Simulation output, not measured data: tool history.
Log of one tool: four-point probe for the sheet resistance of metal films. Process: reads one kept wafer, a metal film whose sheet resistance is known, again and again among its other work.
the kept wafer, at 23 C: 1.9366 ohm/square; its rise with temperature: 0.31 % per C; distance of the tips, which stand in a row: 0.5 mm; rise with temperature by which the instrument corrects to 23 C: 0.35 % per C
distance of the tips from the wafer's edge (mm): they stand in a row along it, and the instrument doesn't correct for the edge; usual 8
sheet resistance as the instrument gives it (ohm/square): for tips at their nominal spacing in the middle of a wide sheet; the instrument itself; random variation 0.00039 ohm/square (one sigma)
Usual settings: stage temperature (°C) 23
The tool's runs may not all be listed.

run    hour  stage temperature (°C)  distance of the tips from the wafer's edge (mm)  sheet resistance as the instrument gives it (ohm/square)
  1     0.0                      23                                                8                                                  1.940121
  2    26.5                      23                                                8                                                  1.940386
  3    61.9                      23                                               11                                                  1.938569
  4    84.7                      23                                               11                                                  1.938366
  5   107.6                      23                                               11                                                  1.938475
  6   140.3                      23                                               11                                                  1.938892
  7   172.5                      23                                                8                                                  1.940398
  8   190.9                      23                                                8                                                  1.940898
  9   223.4                      19                                                8                                                  1.943397
 10   248.3                      19                                                8                                                  1.942506
 11   281.9                      19                                                8                                                  1.943725
 12   318.9                      19                                                8                                                  1.942403
 13   343.5                      19                                                8                                                  1.943329
 14   368.0                      23                                                5                                                  1.947259
 15   397.9                      23                                                5                                                  1.946836
 16   430.6                      20                                                8                                                  1.942358
 17   461.7                      20                                                8                                                  1.942671
 18   482.8                      20                                                8                                                  1.942378
 19   518.8                      20                                                8                                                  1.943275
 20   541.3                      20                                                8                                                  1.942527
 21   577.5                      23                                                8                                                  1.940159
 22   594.0                      23                                                6                                                  1.944210
 23   622.3                      23                                                6                                                  1.943598
 24   640.3                      23                                                6                                                  1.943134
 25   656.9                      23                                                3                                                  1.965090
 26   689.2                      25                                                6                                                  1.941975
 27   710.0                      30                                                4                                                  1.947332
 28   735.4                      28                                               10                                                  1.935293
 29   765.2                      22                                               14                                                  1.938683
 30   791.4                      26                                               35                                                  1.934484
 31   824.0                      19                                                8                                                  1.942943
 32   854.0                      25                                               25                                                  1.934663
 33   887.6                      25                                               25                                                  1.936198
 34   918.3                      35                                               37                                                  1.927550
 35   933.7                      35                                               37                                                  1.928863
 36   955.5                      28                                                4                                                  1.948805
 37   975.1                      28                                                4                                                  1.949105
 38  1006.5                      26                                               45                                                  1.934790
 39  1034.3                      28                                               33                                                  1.932696
 40  1053.6                      24                                                5                                                  1.946396
 41  1076.9                      31                                                5                                                  1.940243
 42  1103.4                      23                                               54                                                  1.936911
 43  1126.8                      24                                               32                                                  1.935992
 44  1156.6                      21                                                4                                                  1.953755
 45  1174.3                      20                                               18                                                  1.939663

Forecast each of these 4 alternatives for the next run:
  A  1198.9                      28                                               18                                                         ?
  B  1198.9                      26                                               31                                                         ?
  C  1198.9                      20                                                8                                                         ?
  D  1198.9                      29                                               16                                                         ?

run  sheet resistance as the instrument gives it (ohm/square)
  A                                                  1.934081
  B                                                  1.934511
  C                                                  1.942519
  D                                                  1.933166
Without the tool's hidden state the same runs would have given:
run  sheet resistance as the instrument gives it (ohm/square)
  A                                                  1.934316
  B                                                  1.934746
  C                                                  1.942756
  D                                                  1.933400
